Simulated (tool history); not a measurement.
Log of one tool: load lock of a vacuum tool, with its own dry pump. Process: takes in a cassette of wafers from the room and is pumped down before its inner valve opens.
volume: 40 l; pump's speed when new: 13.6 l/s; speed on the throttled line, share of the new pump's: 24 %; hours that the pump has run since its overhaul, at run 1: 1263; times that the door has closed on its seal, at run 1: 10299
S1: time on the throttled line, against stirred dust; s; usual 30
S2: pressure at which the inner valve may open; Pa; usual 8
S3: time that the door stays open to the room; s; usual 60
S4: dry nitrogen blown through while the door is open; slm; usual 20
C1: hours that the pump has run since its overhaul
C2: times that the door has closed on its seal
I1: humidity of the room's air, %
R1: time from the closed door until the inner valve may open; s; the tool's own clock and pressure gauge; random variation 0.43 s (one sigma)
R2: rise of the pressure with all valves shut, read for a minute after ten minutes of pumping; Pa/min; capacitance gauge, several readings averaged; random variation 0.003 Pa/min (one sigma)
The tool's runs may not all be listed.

run 1 day=0.000 | S1=30 S2=8 S3=60 S4=20 | C1=1263 C2=10299 | I1=46.6 | R1=51.6 R2=0.043
run 2 day=10.467 | S1=30 S2=8 S3=151 S4=20 | C1=1514 C2=11174 | I1=47.1 | R1=51.8 R2=0.065
run 3 day=18.121 | S1=30 S2=8 S3=151 S4=20 | C1=1698 C2=11813 | I1=45.2 | R1=51.5 R2=0.058
run 4 day=31.146 | S1=30 S2=8 S3=151 S4=20 | C1=2011 C2=12901 | I1=44.5 | R1=51.6 R2=0.066
run 5 day=41.333 | S1=30 S2=8 S3=151 S4=20 | C1=2255 C2=13752 | I1=47.5 | R1=51.9 R2=0.065
run 6 day=54.171 | S1=30 S2=8 S3=60 S4=20 | C1=2563 C2=14824 | I1=43.2 | R1=52.1 R2=0.047
run 7 day=65.758 | S1=30 S2=8 S3=60 S4=9 | C1=2841 C2=15793 | I1=44.8 | R1=52.6 R2=0.059
run 8 day=77.754 | S1=30 S2=8 S3=60 S4=9 | C1=3129 C2=16795 | I1=43.9 | R1=52.6 R2=0.066
run 9 day=91.579 | S1=30 S2=8 S3=60 S4=9 | C1=3461 C2=17949 | I1=45.2 | R1=52.7 R2=0.063
run 10 day=98.654 | S1=30 S2=8 S3=57 S4=20 | C1=3631 C2=18540 | I1=42.5 | R1=52.5 R2=0.050
run 11 day=112.500 | S1=30 S2=8 S3=57 S4=20 | C1=3963 C2=19697 | I1=46.1 | R1=53.1 R2=0.060
run 12 day=124.967 | S1=30 S2=8 S3=60 S4=20 | C1=4262 C2=20738 | I1=44.5 | R1=51.9 R2=0.059
run 13 day=139.267 | S1=30 S2=8 S3=88 S4=20 | C1=4605 C2=21933 | I1=44.2 | R1=53.8 R2=0.066
run 14 day=154.779 | S1=30 S2=8 S3=88 S4=20 | C1=4978 C2=23229 | I1=45.7 | R1=53.6 R2=0.078
run 15 day=167.221 | S1=30 S2=8 S3=88 S4=20 | C1=5276 C2=24268 | I1=44.1 | R1=53.0 R2=0.077
run 16 day=183.396 | S1=30 S2=8 S3=85 S4=20 | C1=5664 C2=25619 | I1=46.6 | R1=53.4 R2=0.077
run 17 day=198.329 | S1=30 S2=8 S3=85 S4=20 | C1=6023 C2=26867 | I1=45.0 | R1=53.9 R2=0.084
run 18 day=214.988 | S1=30 S2=8 S3=85 S4=20 | C1=6423 C2=28258 | I1=47.3 | R1=53.6 R2=0.084
run 19 day=222.042 | S1=30 S2=8 S3=85 S4=20 | C1=6592 C2=28847 | I1=46.4 | R1=54.4 R2=0.086
run 20 day=231.362 | S1=30 S2=15 S3=108 S4=5 | C1=6816 C2=29626 | I1=45.3 | R1=52.2 R2=0.132
run 21 day=244.871 | S1=24 S2=8 S3=107 S4=20 | C1=7140 C2=30754 | I1=46.1 | R1=50.2 R2=0.097
run 22 day=252.671 | S1=27 S2=8 S3=180 S4=20 | C1=7327 C2=31406 | I1=46.9 | R1=51.6 R2=0.117
run 23 day=261.779 | S1=27 S2=11 S3=49 S4=20 | C1=7546 C2=32167 | I1=45.6 | R1=51.6 R2=0.088
run 24 day=276.108 | S1=30 S2=10 S3=140 S4=20 | C1=7890 C2=33364 | I1=46.8 | R1=54.5 R2=0.117
run 25 day=284.958 | S1=54 S2=8 S3=98 S4=8 | C1=8102 C2=34103 | I1=47.4 | R1=73.0 R2=0.124
run 26 day=299.138 | S1=54 S2=8 S3=36 S4=6 | C1=8442 C2=35288 | I1=45.9 | R1=73.3 R2=0.103
run 27 day=306.479 | S1=27 S2=9 S3=27 S4=11 | C1=8618 C2=35901 | I1=44.9 | R1=52.9 R2=0.099
run 28 day=321.671 | S1=35 S2=8 S3=29 S4=20 | C1=8983 C2=37170 | I1=45.0 | R1=59.2 R2=0.094
run 29 day=338.992 | S1=30 S2=7 S3=146 S4=20 | C1=9399 C2=38617 | I1=46.5 | R1=56.5 R2=0.131
run 30 day=346.479 | S1=30 S2=7 S3=146 S4=20 | C1=9579 C2=39242 | I1=46.0 | R1=56.7 R2=0.127
run 31 day=361.450 | S1=30 S2=8 S3=177 S4=22 | C1=9938 C2=40493 | I1=47.2 | R1=55.8 R2=0.144
run 32 day=376.354 | S1=24 S2=8 S3=60 S4=20 | C1=10296 C2=41738 | I1=47.6 | R1=52.6 R2=0.125
run 33 day=386.375 | S1=22 S2=14 S3=60 S4=21 | C1=10536 C2=42575 | I1=40.8 | R1=49.1 R2=0.122
run 34 day=403.754 | S1=30 S2=8 S3=90 S4=20 | C1=10953 C2=44026 | I1=45.1 | R1=57.3 R2=0.140
run 35 day=419.042 | S1=30 S2=8 S3=46 S4=20 | C1=11320 C2=45304 | I1=45.6 | R1=57.4 R2=0.134
run 36 day=432.817 | S1=30 S2=8 S3=67 S4=17 | C1=11651 C2=46454 | I1=45.7 | R1=58.0 R2=0.139
run 37 day=447.488 | S1=19 S2=13 S3=67 S4=17 | C1=12003 C2=47680 | I1=45.7 | R1=48.1 R2=0.151
run 38 day=460.538 | S1=53 S2=8 S3=77 S4=4 | C1=12316 C2=48770 | I1=47.4 | R1=73.5 R2=0.178

Some steps in R1 between neighbouring runs. How much of each would the tool show without its hidden state too (settings, what came in, random variation), and how much is left for the hidden state, with any gauge scatter that isn't in both results?
The hidden state here: pump's speed, % of a new pump's; leak at the door's seal, Pa l/s; drift of the gauge itself on ready_s, %; drift of the gauge itself on rise_pa_min, %.
Run 24 -> 25: S1 30 -> 54, S2 10 -> 8, S3 140 -> 98, S4 20 -> 8. R1 +18.5 s: hidden state -0.8, all else +19.3.
Run 26 -> 27: S1 54 -> 27, S2 8 -> 9, S3 36 -> 27, S4 6 -> 11. R1 -20.4 s: hidden state +1.2, all else -21.6.
Run 37 -> 38: S1 19 -> 53, S2 13 -> 8, S3 67 -> 77, S4 17 -> 4. R1 +25.4 s: hidden state -1.7, all else +27.1.
